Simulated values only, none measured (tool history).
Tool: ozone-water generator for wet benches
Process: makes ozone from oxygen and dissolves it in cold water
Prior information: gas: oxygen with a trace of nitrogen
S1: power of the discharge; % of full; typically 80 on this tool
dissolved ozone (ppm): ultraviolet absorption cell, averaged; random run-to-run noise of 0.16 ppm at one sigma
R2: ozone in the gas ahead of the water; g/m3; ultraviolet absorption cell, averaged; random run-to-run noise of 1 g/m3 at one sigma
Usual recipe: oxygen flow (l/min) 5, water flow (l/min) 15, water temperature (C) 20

run 1 hour=0 | S1=80 oxygen_flow_(l/min)=5 water_flow_(l/min)=15 water_temperature_(C)=20 | dissolved_ozone_(ppm)=21.6 R2=175.2
run 2 hour=102.4 | S1=80 oxygen_flow_(l/min)=5 water_flow_(l/min)=10 water_temperature_(C)=20 | dissolved_ozone_(ppm)=28.4 R2=174.7
run 3 hour=193.9 | S1=80 oxygen_flow_(l/min)=5 water_flow_(l/min)=15 water_temperature_(C)=20 | dissolved_ozone_(ppm)=21.3 R2=177
run 4 hour=311 | S1=80 oxygen_flow_(l/min)=5 water_flow_(l/min)=15 water_temperature_(C)=20 | dissolved_ozone_(ppm)=21.6 R2=174.7
run 5 hour=459.8 | S1=80 oxygen_flow_(l/min)=2.97 water_flow_(l/min)=15 water_temperature_(C)=20 | dissolved_ozone_(ppm)=19.6 R2=209.5
run 6 hour=600.2 | S1=55 oxygen_flow_(l/min)=5 water_flow_(l/min)=15 water_temperature_(C)=20 | dissolved_ozone_(ppm)=15.7 R2=129.8
run 7 hour=714.7 | S1=55 oxygen_flow_(l/min)=5 water_flow_(l/min)=15 water_temperature_(C)=20 | dissolved_ozone_(ppm)=15.8 R2=128.9
run 8 hour=804.1 | S1=55 oxygen_flow_(l/min)=5 water_flow_(l/min)=15 water_temperature_(C)=20 | dissolved_ozone_(ppm)=15.5 R2=129.4
run 9 hour=959.5 | S1=55 oxygen_flow_(l/min)=5 water_flow_(l/min)=15 water_temperature_(C)=20 | dissolved_ozone_(ppm)=15.6 R2=129.4
run 10 hour=1050 | S1=80 oxygen_flow_(l/min)=5 water_flow_(l/min)=15 water_temperature_(C)=20 | dissolved_ozone_(ppm)=21.6 R2=179.1
run 11 hour=1176.7 | S1=80 oxygen_flow_(l/min)=5 water_flow_(l/min)=15 water_temperature_(C)=20 | dissolved_ozone_(ppm)=21.5 R2=178.8
run 12 hour=1302.8 | S1=80 oxygen_flow_(l/min)=5 water_flow_(l/min)=15 water_temperature_(C)=20 | dissolved_ozone_(ppm)=21.6 R2=179.6
run 13 hour=1408.3 | S1=80 oxygen_flow_(l/min)=5 water_flow_(l/min)=15 water_temperature_(C)=20 | dissolved_ozone_(ppm)=21.7 R2=179.9
run 14 hour=1514.8 | S1=80 oxygen_flow_(l/min)=5 water_flow_(l/min)=15 water_temperature_(C)=20 | dissolved_ozone_(ppm)=21.4 R2=178.1
run 15 hour=1585 | S1=80 oxygen_flow_(l/min)=5 water_flow_(l/min)=15 water_temperature_(C)=20 | dissolved_ozone_(ppm)=21.6 R2=178.6
run 16 hour=1749.8 | S1=80 oxygen_flow_(l/min)=5 water_flow_(l/min)=15 water_temperature_(C)=20 | dissolved_ozone_(ppm)=21.5 R2=179.5
-- hour=1764 gauge calibrated
run 17 hour=1859.7 | S1=80 oxygen_flow_(l/min)=5 water_flow_(l/min)=15 water_temperature_(C)=20 | dissolved_ozone_(ppm)=21.3 R2=177.4
run 18 hour=1956.4 | S1=80 oxygen_flow_(l/min)=3.4 water_flow_(l/min)=15 water_temperature_(C)=26 | dissolved_ozone_(ppm)=18.4 R2=201.7
run 19 hour=2106.6 | S1=99 oxygen_flow_(l/min)=3.4 water_flow_(l/min)=16 water_temperature_(C)=27 | dissolved_ozone_(ppm)=21 R2=239.9
run 20 hour=2235.2 | S1=41 oxygen_flow_(l/min)=8.73 water_flow_(l/min)=15 water_temperature_(C)=20 | dissolved_ozone_(ppm)=12.5 R2=81.7
run 21 hour=2360.8 | S1=88 oxygen_flow_(l/min)=5.75 water_flow_(l/min)=12 water_temperature_(C)=25 | dissolved_ozone_(ppm)=24.7 R2=181.1
run 22 hour=2522.5 | S1=46 oxygen_flow_(l/min)=4.97 water_flow_(l/min)=18 water_temperature_(C)=17 | dissolved_ozone_(ppm)=12.1 R2=110.6
run 23 hour=2602.6 | S1=46 oxygen_flow_(l/min)=4.97 water_flow_(l/min)=18 water_temperature_(C)=17 | dissolved_ozone_(ppm)=12.1 R2=110.9
run 24 hour=2704.2 | S1=46 oxygen_flow_(l/min)=4.97 water_flow_(l/min)=18 water_temperature_(C)=17 | dissolved_ozone_(ppm)=12.2 R2=112.8
run 25 hour=2793.8 | S1=46 oxygen_flow_(l/min)=4.97 water_flow_(l/min)=18 water_temperature_(C)=17 | dissolved_ozone_(ppm)=12.1 R2=112.1
run 26 hour=2928.8 | S1=59 oxygen_flow_(l/min)=5 water_flow_(l/min)=15 water_temperature_(C)=16 | dissolved_ozone_(ppm)=17.5 R2=136.9
run 27 hour=3026.6 | S1=76 oxygen_flow_(l/min)=2.9 water_flow_(l/min)=10 water_temperature_(C)=13 | dissolved_ozone_(ppm)=28.3 R2=208.1
-- hour=3065.7 water thermometer calibrated
run 28 hour=3188.6 | S1=76 oxygen_flow_(l/min)=2.9 water_flow_(l/min)=10 water_temperature_(C)=13 | dissolved_ozone_(ppm)=28.6 R2=207
run 29 hour=3280.1 | S1=49 oxygen_flow_(l/min)=3.02 water_flow_(l/min)=19 water_temperature_(C)=17 | dissolved_ozone_(ppm)=10.9 R2=141.4
run 30 hour=3399.8 | S1=80 oxygen_flow_(l/min)=5 water_flow_(l/min)=21 water_temperature_(C)=22 | dissolved_ozone_(ppm)=15.8 R2=179.9
run 31 hour=3527 | S1=92 oxygen_flow_(l/min)=7.44 water_flow_(l/min)=21 water_temperature_(C)=25 | dissolved_ozone_(ppm)=17.6 R2=177.8
run 32 hour=3673.9 | S1=92 oxygen_flow_(l/min)=7.44 water_flow_(l/min)=21 water_temperature_(C)=25 | dissolved_ozone_(ppm)=17.5 R2=175.8

What if the next run were any one of these 5? Each begins from the tool's condition after run 32:
run A hour=3837.6 | S1=92 oxygen_flow_(l/min)=7.44 water_flow_(l/min)=14 water_temperature_(C)=25 | dissolved_ozone_(ppm)=? R2=?
run B hour=3837.6 | S1=51 oxygen_flow_(l/min)=7.44 water_flow_(l/min)=19 water_temperature_(C)=25 | dissolved_ozone_(ppm)=? R2=?
run C hour=3837.6 | S1=92 oxygen_flow_(l/min)=6.58 water_flow_(l/min)=11 water_temperature_(C)=25 | dissolved_ozone_(ppm)=? R2=?
run D hour=3837.6 | S1=80 oxygen_flow_(l/min)=3.79 water_flow_(l/min)=12 water_temperature_(C)=12 | dissolved_ozone_(ppm)=? R2=?
run E hour=3837.6 | S1=80 oxygen_flow_(l/min)=4.12 water_flow_(l/min)=21 water_temperature_(C)=16 | dissolved_ozone_(ppm)=? R2=?

run=A dissolved_ozone_(ppm)=23.3 R2=174.8
run=B dissolved_ozone_(ppm)=11.6 R2=108
run=C dissolved_ozone_(ppm)=26.7 R2=185.1
run=D dissolved_ozone_(ppm)=27.8 R2=199.4
run=E dissolved_ozone_(ppm)=16.3 R2=193.7
With no hidden state in the tool, these same runs would have given:
run=A dissolved_ozone_(ppm)=23.4 R2=169.1
run=B dissolved_ozone_(ppm)=11.6 R2=104.6
run=C dissolved_ozone_(ppm)=26.7 R2=179.1
run=D dissolved_ozone_(ppm)=27.9 R2=192.9
run=E dissolved_ozone_(ppm)=16.3 R2=187.5
